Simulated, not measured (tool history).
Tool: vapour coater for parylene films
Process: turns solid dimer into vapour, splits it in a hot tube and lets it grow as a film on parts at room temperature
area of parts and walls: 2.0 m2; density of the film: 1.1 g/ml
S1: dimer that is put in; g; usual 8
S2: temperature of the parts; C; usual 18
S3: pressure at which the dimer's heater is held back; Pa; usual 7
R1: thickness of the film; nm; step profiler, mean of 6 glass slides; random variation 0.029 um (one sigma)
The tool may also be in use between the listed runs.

run,hour,S1,S2,S3,R1
1,0,8,18,7,2560
2,30.7,8,18,7,2570
3,82.4,8,18,7,2530
4,117,8,18,7,2510
5,173.8,8,28,7,1690
6,223.1,3,18,7,920
7,282,8,18,7,2450
8,315.3,8,18,11.17,2160
9,355.7,8,18,11.17,2130
10,400.8,8,18,11.17,2170
11,428.1,8,18,11.17,2150
12,489.2,8,18,11.17,2100
13,541.5,11,18,7,3250
14,575.8,8,18,7,2310
15,618.4,8,18,7.31,2310
16,651.6,8,18,2.88,2890
17,716.8,8,11,7,3030
18,760.6,12,18,7,3400
19,825.2,11,18,7,3070
# hour 846.6: trap's valve overhauled
20,888.6,8,18,4.51,2870
21,928.9,8,18,2.25,3520
22,988,8,18,2.25,3370
23,1051.7,8,18,2.25,3400
24,1111.7,8,20,7,2330
25,1153.5,3,18,10.62,810
26,1218.7,3,19,10.62,850
27,1252.4,5,12,2.15,2090
28,1316.8,9,13,5.3,3610
29,1366.2,9,13,5.3,3640
30,1424.5,9,13,5.3,3590
31,1478.1,11,10,7,4490
32,1522.3,8,21,3.57,2430
33,1566.1,3,28,10.81,540
34,1625,4,18,9.46,1070
35,1654.1,8,18,5.27,2470
36,1683.4,6,18,9.51,1570
37,1714.6,5,25,4.06,1210
38,1748.1,5,14,10.84,1480
39,1804.4,5,14,10.84,1440
40,1834.5,4,20,7,1040
41,1867.7,4,20,7,1030
# hour 1910.5: trap's valve overhauled
42,1910.5,3,18,6.91,960
43,1956.7,3,18,6.91,960
44,1990.8,5,18,7,1560
45,2043,5,18,7,1540
46,2107.9,5,18,7,1600

4 ways to go on from here, each from the tool as it stands after run 46. What would each give?
A,2145.7,4,18,7,?
B,2145.7,13,25,3.51,?
C,2145.7,4,18,7,?
D,2145.7,7,17,10.82,?

run,R1
A,1310
B,3600
C,1290
D,2040
Without the tool's hidden state the same runs would have given:
run,R1
A,1410
B,3870
C,1390
D,2190
